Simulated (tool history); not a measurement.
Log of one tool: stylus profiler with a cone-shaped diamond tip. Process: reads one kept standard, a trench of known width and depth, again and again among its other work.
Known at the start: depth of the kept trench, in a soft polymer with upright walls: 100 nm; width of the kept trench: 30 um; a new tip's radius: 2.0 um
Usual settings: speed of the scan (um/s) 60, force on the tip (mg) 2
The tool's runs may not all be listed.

run     day  speed of the scan (um/s)  force on the tip (mg)  depth of the trench (angstrom)  width of the trench's floor (um)
  1       0                        60                      2                          1006.3                             28.58
  2   0.796                        60                      2                          1006.4                             28.62
  3   2.408                        60                   4.22                          1010.5                             28.67
  4   4.296                        60                   4.22                          1010.5                             28.61
  5   5.721                       120                      2                          1006.3                             28.43
  6   6.529                       120                      2                          1006.4                             28.44
  7   8.167                        60                   1.31                          1004.8                             28.57
  8   9.958                        60                   1.31                          1004.7                             28.54
  9   10.95                        60                      2                          1006.2                              28.6
 10    12.8                        60                      2                          1006.2                             28.57
 11  13.646                        60                      2                          1006.4                             28.61
 12  15.092                        68                      2                          1006.3                             28.52
 13   16.95                        68                      2                          1006.1                             28.63
 14  18.796                        68                      2                          1006.4                             28.54
 15  19.583                        62                      2                          1006.4                             28.58
 16  20.529                        60                      2                          1006.4                             28.54
 17  22.271                        60                      2                          1006.2                             28.58
 18   23.15                        60                   1.44                          1005.3                             28.57
 19  24.129                        60                   1.44                            1005                             28.57
 20  24.938                       236                      2                          1006.1                             28.16
 21  26.562                       236                      2                          1006.2                             28.09
 22  27.729                       236                      2                          1006.4                             28.16
 23  28.621                       236                      2                          1006.3                             28.13
 24  30.529                        36                   2.07                          1006.6                             28.62
 25  31.546                        36                   2.07                          1006.5                             28.63
 26  32.342                        36                   2.07                          1006.5                             28.69
 27  33.325                        36                   2.07                          1006.5                             28.62
 28  34.983                        16                    4.3                          1010.7                             28.68
 29   36.55                        16                    4.3                          1010.7                             28.73
 30   38.35                        26                   5.12                          1011.9                             28.64
 31  39.292                       193                   3.08                          1008.2                             28.32
 32  40.496                       211                   1.81                            1006                             28.19
 33  41.792                        94                      2                          1006.2                              28.5
 34  42.862                        75                   1.73                          1005.9                             28.52
 35  43.825                        21                      2                          1006.4                             28.67
 36  45.646                        20                   4.49                          1010.9                             28.74
 37  47.021                        40                      2                          1006.3                             28.62
 38  48.242                       112                      2                          1006.5                             28.39
 39  49.717                        38                   3.84                          1009.5                             28.64
 40    51.4                        43                   0.85                          1003.4                             28.54
 41  53.067                        43                   0.85                          1003.5                             28.47
 42  54.083                        26                   2.55                          1007.4                             28.67

The next listed run, before its measurement:
 43  54.888                       128                   1.73                               ?                                 ?

{"run 43": {"depth of the trench (angstrom)": 1005.6, "width of the trench's floor (um)": 28.42}}
Without the tool's hidden state the same run would have given depth of the trench (angstrom) 1005.5, width of the trench's floor (um) 28.43.

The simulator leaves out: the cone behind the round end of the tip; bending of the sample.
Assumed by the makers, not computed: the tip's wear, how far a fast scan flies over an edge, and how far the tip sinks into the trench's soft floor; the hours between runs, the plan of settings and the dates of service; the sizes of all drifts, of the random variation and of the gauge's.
